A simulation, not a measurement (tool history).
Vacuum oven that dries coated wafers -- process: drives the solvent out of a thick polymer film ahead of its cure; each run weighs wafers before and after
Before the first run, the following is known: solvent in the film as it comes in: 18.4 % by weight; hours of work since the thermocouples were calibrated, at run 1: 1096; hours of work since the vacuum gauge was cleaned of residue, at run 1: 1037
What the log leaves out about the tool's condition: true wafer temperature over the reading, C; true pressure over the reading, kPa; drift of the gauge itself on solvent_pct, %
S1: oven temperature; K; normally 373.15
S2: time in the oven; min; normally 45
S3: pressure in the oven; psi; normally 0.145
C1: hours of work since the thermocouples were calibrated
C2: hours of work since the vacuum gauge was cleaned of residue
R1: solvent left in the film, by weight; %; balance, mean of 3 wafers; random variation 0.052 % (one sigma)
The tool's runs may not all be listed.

| run | day | S1 | S2 | S3 | C1 | C2 | R1 |
|---|---|---|---|---|---|---|---|
| 1 | 0.000 | 373.15 | 45 | 0.145 | 1096 | 1037 | 1.78 |
| 2 | 1.929 | 370.15 | 45 | 0.145 | 1127 | 1069 | 2.19 |
| 3 | 3.558 | 373.15 | 53 | 0.145 | 1154 | 1096 | 1.55 |
| 4 | 5.008 | 371.15 | 45 | 0.145 | 1178 | 1119 | 2.10 |
| 5 | 7.408 | 373.15 | 45 | 0.145 | 1217 | 1159 | 1.65 |
| 6 | 9.371 | 373.15 | 45 | 0.145 | 1249 | 1191 | 1.80 |
| 7 | 10.750 | 373.15 | 45 | 0.145 | 1272 | 1213 | 1.70 |
| 8 | 13.683 | 373.15 | 45 | 0.145 | 1320 | 1261 | 1.80 |
| 9 | 15.729 | 373.15 | 45 | 0.145 | 1354 | 1295 | 1.64 |
| 10 | 17.492 | 378.15 | 45 | 0.145 | 1382 | 1324 | 1.11 |
| 11 | 19.833 | 378.15 | 45 | 0.145 | 1421 | 1362 | 1.12 |
| 12 | 21.125 | 373.15 | 45 | 0.145 | 1442 | 1383 | 1.71 |
| 13 | 22.496 | 373.15 | 45 | 0.145 | 1464 | 1406 | 1.62 |
| 14 | 25.225 | 373.15 | 45 | 0.145 | 1509 | 1450 | 1.72 |
| 15 | 26.662 | 373.15 | 45 | 0.145 | 1532 | 1474 | 1.73 |
| 16 | 28.592 | 373.15 | 45 | 0.145 | 1564 | 1506 | 1.73 |
| 17 | 29.812 | 387.15 | 45 | 0.145 | 1584 | 1526 | 0.84 |
| 18 | 31.875 | 373.15 | 80 | 0.145 | 1618 | 1559 | 1.40 |
| 19 | 34.529 | 373.15 | 45 | 0.207 | 1661 | 1603 | 2.15 |
| 20 | 35.808 | 384.15 | 45 | 0.207 | 1682 | 1624 | 1.17 |
|  | 36.388 | oven's thermocouples calibrated |
| 21 | 38.871 | 376.15 | 45 | 0.207 | 41 | 1672 | 1.98 |
| 22 | 40.671 | 373.15 | 45 | 0.145 | 70 | 1702 | 2.19 |
| 23 | 43.162 | 373.15 | 69 | 0.145 | 111 | 1743 | 1.60 |
| 24 | 44.596 | 373.15 | 69 | 0.145 | 134 | 1766 | 1.50 |
| 25 | 47.304 | 376.15 | 81 | 0.100 | 179 | 1811 | 1.22 |
| 26 | 49.467 | 373.15 | 70 | 0.145 | 214 | 1846 | 1.62 |
| 27 | 51.929 | 382.15 | 70 | 0.145 | 254 | 1886 | 1.11 |
| 28 | 54.479 | 382.15 | 70 | 0.145 | 296 | 1928 | 1.14 |
| 29 | 56.217 | 382.15 | 70 | 0.145 | 325 | 1956 | 1.03 |
| 30 | 58.412 | 382.15 | 70 | 0.145 | 361 | 1992 | 1.19 |
| 31 | 61.358 | 362.15 | 44 | 0.145 | 409 | 2041 | 5.25 |
| 32 | 63.279 | 373.15 | 74 | 0.145 | 440 | 2072 | 1.63 |
| 33 | 65.592 | 373.15 | 74 | 0.081 | 478 | 2110 | 1.31 |
| 34 | 68.204 | 373.15 | 45 | 0.083 | 521 | 2153 | 1.67 |
| 35 | 71.150 | 370.15 | 43 | 0.219 | 569 | 2201 | 3.20 |
| 36 | 73.971 | 373.15 | 45 | 0.115 | 615 | 2247 | 1.91 |
| 37 | 75.975 | 387.15 | 30 | 0.145 | 648 | 2280 | 1.19 |
| 38 | 77.333 | 362.15 | 35 | 0.329 | 670 | 2302 | 7.56 |
| 39 | 78.942 | 362.15 | 55 | 0.405 | 697 | 2329 | 6.47 |
| 40 | 81.071 | 362.15 | 55 | 0.405 | 732 | 2363 | 6.46 |
| 41 | 84.033 | 373.15 | 45 | 0.157 | 780 | 2412 | 2.16 |
| 42 | 86.938 | 373.15 | 36 | 0.231 | 828 | 2460 | 3.00 |
| 43 | 88.250 | 384.15 | 45 | 0.145 | 849 | 2481 | 1.15 |
| 44 | 90.592 | 371.15 | 44 | 0.145 | 888 | 2519 | 2.57 |
| 45 | 92.367 | 371.15 | 44 | 0.145 | 917 | 2548 | 2.42 |
| 46 | 94.712 | 371.15 | 44 | 0.145 | 955 | 2587 | 2.49 |
| 47 | 96.467 | 365.15 | 49 | 0.145 | 984 | 2616 | 3.53 |

4 ways to go on from here, each from the tool as it stands after run 47. What would each give?
| A | 98.154 | 365.15 | 48 | 0.148 | 1011 | 2643 | ? |
| B | 98.154 | 380.15 | 38 | 0.145 | 1011 | 2643 | ? |
| C | 98.154 | 365.15 | 49 | 0.529 | 1011 | 2643 | ? |
| D | 98.154 | 362.15 | 25 | 0.145 | 1011 | 2643 | ? |

| run | R1 |
|---|---|
| A | 3.64 |
| B | 1.51 |
| C | 6.59 |
| D | 7.49 |
Stripped of hidden state, with their random variation kept, the same runs would have yielded:
| run | R1 |
|---|---|
| A | 3.17 |
| B | 1.01 |
| C | 6.21 |
| D | 7.34 |
